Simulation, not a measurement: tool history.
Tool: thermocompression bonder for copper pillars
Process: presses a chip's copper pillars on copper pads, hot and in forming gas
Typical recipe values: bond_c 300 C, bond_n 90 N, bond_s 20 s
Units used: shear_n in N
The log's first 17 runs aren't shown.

run   hour  bond_c  bond_n  bond_s  shear_n
 18  563.2     319      54      20     61.7
 19  602.3     300      64      36     65.3
 20  641.9     321      90      20       80
 21    670     324      95      14     75.5
       688  -- force cell calibrated
 22  691.4     324      95      14     72.6
 23  711.9     324      95      14       73
 24  735.3     324      95      14     73.1
 25  771.7     324      95      14     73.9
 26  791.8     324      95      14     72.6
 27  816.8     324      67      14     61.2
     821.2  -- forming gas filter changed
 28    849     324      67      14       65
 29  880.4     324      56      48     87.5
 30  919.3     324      56      48     87.5
 31  951.7     300      63      10       41
 32  975.2     300      63      10     40.9

What if the next run were any one of these 3? Each begins from the tool's condition after run 32:
  A  1009.7     300      90      43        ?
  B  1009.7     296      96      13        ?
  C  1009.7     325      68      13        ?

run  shear_n
  A       83
  B       55
  C     64.7
Had the tool no hidden state, the same runs would have come out as:
run  shear_n
  A     81.6
  B     53.5
  C     63.4
